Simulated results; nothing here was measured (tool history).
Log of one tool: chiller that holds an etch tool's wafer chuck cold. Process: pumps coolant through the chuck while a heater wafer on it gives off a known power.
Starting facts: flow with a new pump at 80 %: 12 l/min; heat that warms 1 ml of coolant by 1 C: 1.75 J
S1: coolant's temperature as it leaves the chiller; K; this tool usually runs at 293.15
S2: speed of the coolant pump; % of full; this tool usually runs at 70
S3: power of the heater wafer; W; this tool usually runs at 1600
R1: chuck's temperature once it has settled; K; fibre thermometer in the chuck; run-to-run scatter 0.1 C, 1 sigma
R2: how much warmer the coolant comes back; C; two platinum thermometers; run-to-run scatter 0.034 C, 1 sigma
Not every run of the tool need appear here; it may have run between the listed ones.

run	hour	S1	S2	S3	R1	R2
1	0.0	293.15	70	1600	306.25	5.26
2	68.1	293.15	70	1600	306.35	5.29
3	161.2	293.15	70	1600	306.15	5.34
4	223.4	293.15	70	1600	306.45	5.36
5	261.7	293.15	70	1600	306.15	5.30
6	348.7	293.15	70	1600	306.35	5.40
7	427.4	293.15	70	1600	306.45	5.41
8	493.8	293.15	70	1600	306.25	5.38
9	581.0	293.15	74	1600	305.85	5.11

Run 10, settings as shown, results not yet in. Your forecast:
10	625.2	293.15	70	1423	?	?

{"run 10": {"R1": 304.95, "R2": 4.85}}
With no hidden state in the tool, this same run would have given R1 304.95 K, R2 4.67 C.
